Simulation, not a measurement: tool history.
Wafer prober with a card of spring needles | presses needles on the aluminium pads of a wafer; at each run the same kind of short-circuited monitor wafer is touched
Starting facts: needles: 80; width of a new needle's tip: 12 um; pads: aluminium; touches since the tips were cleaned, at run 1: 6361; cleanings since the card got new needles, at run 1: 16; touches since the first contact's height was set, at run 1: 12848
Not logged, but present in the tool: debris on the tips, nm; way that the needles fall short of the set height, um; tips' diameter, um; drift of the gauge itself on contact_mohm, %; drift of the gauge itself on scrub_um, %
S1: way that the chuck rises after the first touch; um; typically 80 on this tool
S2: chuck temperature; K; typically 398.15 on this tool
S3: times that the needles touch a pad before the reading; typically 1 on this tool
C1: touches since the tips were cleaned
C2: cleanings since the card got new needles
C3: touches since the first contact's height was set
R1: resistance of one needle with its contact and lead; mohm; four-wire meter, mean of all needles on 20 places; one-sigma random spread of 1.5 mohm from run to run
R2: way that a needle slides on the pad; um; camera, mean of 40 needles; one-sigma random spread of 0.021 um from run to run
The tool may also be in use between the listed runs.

{"run": 1, "hour": 0.0, "S1": 80, "S2": 398.15, "S3": 1, "C1": 6361, "C2": 16, "C3": 12848, "R1": 166, "R2": 17.77}
{"hour": 13.4, "done": "tips cleaned on abrasive film"}
{"run": 2, "hour": 23.1, "S1": 80, "S2": 398.15, "S3": 1, "C1": 1755, "C2": 17, "C3": 16984, "R1": 192, "R2": 17.75}
{"run": 3, "hour": 57.6, "S1": 80, "S2": 398.15, "S3": 1, "C1": 7940, "C2": 17, "C3": 23169, "R1": 185, "R2": 17.73}
{"hour": 63.2, "done": "tips cleaned on abrasive film"}
{"run": 4, "hour": 90.4, "S1": 80, "S2": 398.15, "S3": 1, "C1": 4876, "C2": 18, "C3": 29031, "R1": 165, "R2": 17.71}
{"run": 5, "hour": 108.2, "S1": 71, "S2": 398.15, "S3": 1, "C1": 8081, "C2": 18, "C3": 32236, "R1": 173, "R2": 15.74}
{"hour": 112.4, "done": "tips cleaned on abrasive film"}
{"run": 6, "hour": 124.5, "S1": 80, "S2": 307.15, "S3": 1, "C1": 2171, "C2": 19, "C3": 35138, "R1": 138, "R2": 17.71}
{"run": 7, "hour": 152.2, "S1": 80, "S2": 307.15, "S3": 1, "C1": 7139, "C2": 19, "C3": 40106, "R1": 157, "R2": 17.67}
{"hour": 162.3, "done": "tips cleaned on abrasive film"}
{"run": 8, "hour": 181.6, "S1": 80, "S2": 307.15, "S3": 1, "C1": 3467, "C2": 20, "C3": 45366, "R1": 141, "R2": 17.72}
{"hour": 210.6, "done": "tips cleaned on abrasive film"}
{"hour": 213.9, "done": "tips cleaned on abrasive film, once more"}
{"run": 9, "hour": 215.8, "S1": 80, "S2": 307.15, "S3": 1, "C1": 343, "C2": 22, "C3": 51472, "R1": 122, "R2": 17.67}
{"run": 10, "hour": 237.7, "S1": 80, "S2": 307.15, "S3": 1, "C1": 4272, "C2": 22, "C3": 55401, "R1": 147, "R2": 17.67}
{"run": 11, "hour": 257.3, "S1": 80, "S2": 307.15, "S3": 1, "C1": 7787, "C2": 22, "C3": 58916, "R1": 160, "R2": 17.67}
{"hour": 264.7, "done": "tips cleaned on abrasive film"}
{"run": 12, "hour": 284.5, "S1": 80, "S2": 307.15, "S3": 1, "C1": 3553, "C2": 23, "C3": 63778, "R1": 145, "R2": 17.63}
{"run": 13, "hour": 305.9, "S1": 87, "S2": 398.15, "S3": 1, "C1": 7400, "C2": 23, "C3": 67625, "R1": 172, "R2": 19.19}
{"hour": 313.4, "done": "tips cleaned on abrasive film"}
{"run": 14, "hour": 329.4, "S1": 80, "S2": 398.15, "S3": 1, "C1": 2870, "C2": 24, "C3": 71823, "R1": 153, "R2": 17.65}
{"hour": 363.5, "done": "tips cleaned on abrasive film"}
{"run": 15, "hour": 365.8, "S1": 80, "S2": 398.15, "S3": 2, "C1": 421, "C2": 25, "C3": 78343, "R1": 134, "R2": 17.62}
{"run": 16, "hour": 398.4, "S1": 67, "S2": 398.15, "S3": 1, "C1": 6276, "C2": 25, "C3": 84198, "R1": 168, "R2": 14.71}
{"hour": 413.8, "done": "tips cleaned on abrasive film"}
{"run": 17, "hour": 428.0, "S1": 67, "S2": 398.15, "S3": 1, "C1": 2565, "C2": 26, "C3": 89492, "R1": 154, "R2": 14.72}
{"run": 18, "hour": 443.8, "S1": 86, "S2": 342.15, "S3": 3, "C1": 5393, "C2": 26, "C3": 92320, "R1": 133, "R2": 18.88}
{"hour": 463.2, "done": "tips cleaned on abrasive film"}
{"run": 19, "hour": 463.8, "S1": 74, "S2": 342.15, "S3": 2, "C1": 110, "C2": 27, "C3": 95895, "R1": 126, "R2": 16.24}
{"run": 20, "hour": 482.0, "S1": 80, "S2": 385.15, "S3": 2, "C1": 3377, "C2": 27, "C3": 99162, "R1": 145, "R2": 17.59}
{"run": 21, "hour": 502.4, "S1": 75, "S2": 398.15, "S3": 1, "C1": 7036, "C2": 27, "C3": 102821, "R1": 170, "R2": 16.45}
{"hour": 511.7, "done": "tips cleaned on abrasive film"}
{"run": 22, "hour": 529.0, "S1": 75, "S2": 398.15, "S3": 1, "C1": 3107, "C2": 28, "C3": 107584, "R1": 155, "R2": 16.47}
{"hour": 561.9, "done": "tips cleaned on abrasive film"}
{"run": 23, "hour": 561.9, "S1": 80, "S2": 326.15, "S3": 1, "C1": 0, "C2": 29, "C3": 113465, "R1": 121, "R2": 17.53}
{"run": 24, "hour": 590.4, "S1": 98, "S2": 326.15, "S3": 1, "C1": 5112, "C2": 29, "C3": 118577, "R1": 151, "R2": 21.55}
{"run": 25, "hour": 608.4, "S1": 98, "S2": 326.15, "S3": 1, "C1": 8343, "C2": 29, "C3": 121808, "R1": 160, "R2": 21.55}
{"hour": 610.7, "done": "tips cleaned on abrasive film"}
{"run": 26, "hour": 638.2, "S1": 89, "S2": 316.15, "S3": 3, "C1": 4943, "C2": 30, "C3": 127147, "R1": 129, "R2": 19.51}
{"hour": 660.6, "done": "tips cleaned on abrasive film"}
{"run": 27, "hour": 662.8, "S1": 65, "S2": 311.15, "S3": 1, "C1": 399, "C2": 31, "C3": 131533, "R1": 124, "R2": 14.18}
{"run": 28, "hour": 686.3, "S1": 65, "S2": 311.15, "S3": 1, "C1": 4611, "C2": 31, "C3": 135745, "R1": 148, "R2": 14.15}
{"run": 29, "hour": 701.5, "S1": 65, "S2": 360.15, "S3": 3, "C1": 7348, "C2": 31, "C3": 138482, "R1": 141, "R2": 14.19}
{"hour": 709.3, "done": "tips cleaned on abrasive film"}
{"run": 30, "hour": 729.0, "S1": 88, "S2": 398.15, "S3": 1, "C1": 3537, "C2": 32, "C3": 143402, "R1": 157, "R2": 19.26}
{"hour": 757.9, "done": "tips cleaned on abrasive film"}
{"run": 31, "hour": 764.4, "S1": 83, "S2": 398.15, "S3": 1, "C1": 1169, "C2": 33, "C3": 149728, "R1": 141, "R2": 18.14}
{"hour": 774.5, "done": "height of the first contact set anew"}
{"run": 32, "hour": 796.7, "S1": 62, "S2": 316.15, "S3": 2, "C1": 6928, "C2": 33, "C3": 3997, "R1": 142, "R2": 13.76}
{"hour": 807.6, "done": "tips cleaned on abrasive film"}
{"run": 33, "hour": 812.4, "S1": 92, "S2": 334.15, "S3": 2, "C1": 864, "C2": 34, "C3": 6784, "R1": 126, "R2": 20.44}

Measured minus without-hidden-state, run by run (identical run-to-run variation in each term; gauge scatter may differ):
run=1 R1=+36 R2=-0.02
run=2 R1=+62 R2=-0.03
run=3 R1=+56 R2=-0.03
run=4 R1=+33 R2=-0.04
run=5 R1=+43 R2=-0.05
run=6 R1=+19 R2=-0.06
run=7 R1=+39 R2=-0.07
run=8 R1=+25 R2=-0.07
run=9 R1=+3 R2=-0.11
run=10 R1=+28 R2=-0.11
run=11 R1=+41 R2=-0.11
run=12 R1=+26 R2=-0.12
run=13 R1=+40 R2=-0.12
run=14 R1=+22 R2=-0.14
run=15 R1=+3 R2=-0.17
run=16 R1=+38 R2=-0.16
run=17 R1=+21 R2=-0.17
run=18 R1=+11 R2=-0.18
run=19 R1=+2 R2=-0.18
run=20 R1=+15 R2=-0.19
run=21 R1=+39 R2=-0.19
run=22 R1=+23 R2=-0.2
run=23 R1=+1 R2=-0.22
run=24 R1=+30 R2=-0.22
run=25 R1=+39 R2=-0.22
run=26 R1=+11 R2=-0.23
run=27 R1=+6 R2=-0.26
run=28 R1=+32 R2=-0.26
run=29 R1=+14 R2=-0.26
run=30 R1=+24 R2=-0.28
run=31 R1=+11 R2=-0.29
run=32 R1=+23 R2=+0
run=33 R1=+4 R2=-0.02

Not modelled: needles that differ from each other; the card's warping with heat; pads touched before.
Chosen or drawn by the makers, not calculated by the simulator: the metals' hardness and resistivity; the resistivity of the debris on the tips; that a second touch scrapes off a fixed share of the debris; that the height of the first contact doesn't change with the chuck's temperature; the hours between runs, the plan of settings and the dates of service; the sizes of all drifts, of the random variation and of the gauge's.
